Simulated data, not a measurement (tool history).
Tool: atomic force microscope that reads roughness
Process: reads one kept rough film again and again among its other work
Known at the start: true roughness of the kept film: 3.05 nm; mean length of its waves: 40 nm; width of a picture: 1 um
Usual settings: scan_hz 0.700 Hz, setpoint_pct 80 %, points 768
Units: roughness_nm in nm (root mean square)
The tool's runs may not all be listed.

Run 1, hour 0.0: usual settings. Result: roughness_nm 2.619 nm (root mean square).
At hour 15.2: new tip fitted.
Run 2, hour 40.7: usual settings. Result: roughness_nm 2.664 nm (root mean square).
At hour 61.8: new tip fitted.
Run 3, hour 78.9: usual settings. Result: roughness_nm 2.677 nm (root mean square).
At hour 108.9: new tip fitted.
Run 4, hour 143.0: usual settings. Result: roughness_nm 2.618 nm (root mean square).
At hour 158.9: new tip fitted.
Run 5, hour 192.9: usual settings. Result: roughness_nm 2.627 nm (root mean square).
At hour 209.2: new tip fitted.
Run 6, hour 232.3: usual settings but scan_hz 0.553 Hz. Result: roughness_nm 2.682 nm (root mean square).
At hour 256.8: new tip fitted.
Run 7, hour 281.6: usual settings but scan_hz 2.790 Hz. Result: roughness_nm 2.361 nm (root mean square).
At hour 304.8: new tip fitted.
Run 8, hour 312.9: usual settings but scan_hz 2.790 Hz. Result: roughness_nm 2.442 nm (root mean square).
At hour 352.2: new tip fitted.
Run 9, hour 354.4: usual settings but scan_hz 2.844 Hz. Result: roughness_nm 2.444 nm (root mean square).
Run 10, hour 393.9: usual settings but scan_hz 2.844 Hz. Result: roughness_nm 2.266 nm (root mean square).
At hour 400.3: new tip fitted.
Run 11, hour 423.4: usual settings but scan_hz 2.844 Hz. Result: roughness_nm 2.354 nm (root mean square).
At hour 449.5: new tip fitted.
Run 12, hour 475.8: usual settings. Result: roughness_nm 2.658 nm (root mean square).
At hour 498.7: new tip fitted.
Run 13, hour 506.6: usual settings. Result: roughness_nm 2.770 nm (root mean square).
At hour 545.7: new tip fitted.
Run 14, hour 568.9: usual settings. Result: roughness_nm 2.621 nm (root mean square).
At hour 595.5: new tip fitted.
Run 15, hour 603.8: usual settings. Result: roughness_nm 2.765 nm (root mean square).
At hour 642.5: new tip fitted.
Run 16, hour 661.8: usual settings. Result: roughness_nm 2.669 nm (root mean square).
At hour 691.4: new tip fitted.
Run 17, hour 691.4: usual settings. Result: roughness_nm 2.804 nm (root mean square).
At hour 742.0: new tip fitted.
Run 18, hour 755.7: usual settings but scan_hz 1.961 Hz, setpoint_pct 66 %, points 447. Result: roughness_nm 2.698 nm (root mean square).
At hour 788.4: new tip fitted.
Run 19, hour 798.8: usual settings but scan_hz 3.731 Hz, setpoint_pct 63 %, points 789. Result: roughness_nm 2.625 nm (root mean square).
At hour 838.0: new tip fitted.
Run 20, hour 838.2: usual settings but scan_hz 2.468 Hz, setpoint_pct 61 %, points 811. Result: roughness_nm 2.775 nm (root mean square).
At hour 886.1: new tip fitted.
Run 21, hour 888.3: usual settings but scan_hz 2.468 Hz, setpoint_pct 61 %, points 811. Result: roughness_nm 2.783 nm (root mean square).
At hour 933.8: new tip fitted.
Run 22, hour 944.4: usual settings but scan_hz 1.114 Hz. Result: roughness_nm 2.674 nm (root mean square).
At hour 982.2: new tip fitted.
Run 23, hour 982.2: usual settings but scan_hz 1.114 Hz. Result: roughness_nm 2.736 nm (root mean square).
Run 24, hour 1011.6: usual settings but scan_hz 1.114 Hz. Result: roughness_nm 2.560 nm (root mean square).
At hour 1028.4: new tip fitted.
Run 25, hour 1044.5: usual settings but scan_hz 1.114 Hz. Result: roughness_nm 2.635 nm (root mean square).
At hour 1078.4: new tip fitted.
Run 26, hour 1101.3: usual settings but scan_hz 2.008 Hz, setpoint_pct 68 %, points 647. Result: roughness_nm 2.622 nm (root mean square).
At hour 1129.6: new tip fitted.
Run 27, hour 1136.6: usual settings but scan_hz 0.623 Hz, points 935. Result: roughness_nm 2.772 nm (root mean square).

Run 28 comes next. What will it give?
Run 28, hour 1167.4: usual settings but setpoint_pct 69 %. Result: roughness_nm ?.

roughness_nm: 2.626 nm (root mean square)
Without the tool's hidden state the same run would have given roughness_nm 2.814 nm (root mean square).
